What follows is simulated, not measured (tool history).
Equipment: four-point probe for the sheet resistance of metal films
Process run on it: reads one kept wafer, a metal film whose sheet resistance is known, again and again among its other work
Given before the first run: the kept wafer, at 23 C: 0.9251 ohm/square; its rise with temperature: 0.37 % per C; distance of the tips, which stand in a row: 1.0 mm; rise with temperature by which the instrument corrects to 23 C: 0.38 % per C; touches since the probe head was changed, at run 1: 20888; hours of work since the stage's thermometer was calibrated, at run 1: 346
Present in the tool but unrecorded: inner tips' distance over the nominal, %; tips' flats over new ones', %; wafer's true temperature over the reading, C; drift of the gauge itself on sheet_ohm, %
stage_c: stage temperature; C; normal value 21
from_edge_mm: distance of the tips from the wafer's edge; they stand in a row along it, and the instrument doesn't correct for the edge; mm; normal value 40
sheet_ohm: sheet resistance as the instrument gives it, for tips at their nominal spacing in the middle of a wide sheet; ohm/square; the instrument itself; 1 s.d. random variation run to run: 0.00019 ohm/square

run   hour  stage_c  from_edge_mm  touches since the probe head was changed  hours of work since the stage's thermometer was calibrated  sheet_ohm
  1    0.0       21            40                                     20888                                                         346   0.930021
  2   15.1       21            40                                     21205                                                         353   0.929629
  3   32.4       21            40                                     21569                                                         361   0.930113
  4   48.0       21            40                                     21896                                                         369   0.930066
  5   65.3       21            40                                     22260                                                         377   0.930392
  6   82.9       21            40                                     22629                                                         385   0.930465
  7   92.7       33             9                                     22835                                                         390   0.934713
  8  110.3       18             5                                     23206                                                         398   0.949791
  9  125.6       29            59                                     23526                                                         406   0.929596
 10  143.7       23            10                                     23907                                                         414   0.934865
 11  153.2       29            16                                     24106                                                         419   0.931445
 12  172.9       19             6                                     24522                                                         428   0.944373

Here are 3 independent what-if runs from the current tool condition. What would each one return?
  A  189.8       28            10                                     24876                                                         436          ?
  B  189.8       29            20                                     24876                                                         436          ?
  C  189.8       21            43                                     24876                                                         436          ?

run  sheet_ohm
  A   0.934509
  B   0.930662
  C   0.930446
Take away the tool's hidden state, keep each run's random variation, and the runs would have read:
run  sheet_ohm
  A   0.929505
  B   0.925676
  C   0.925469
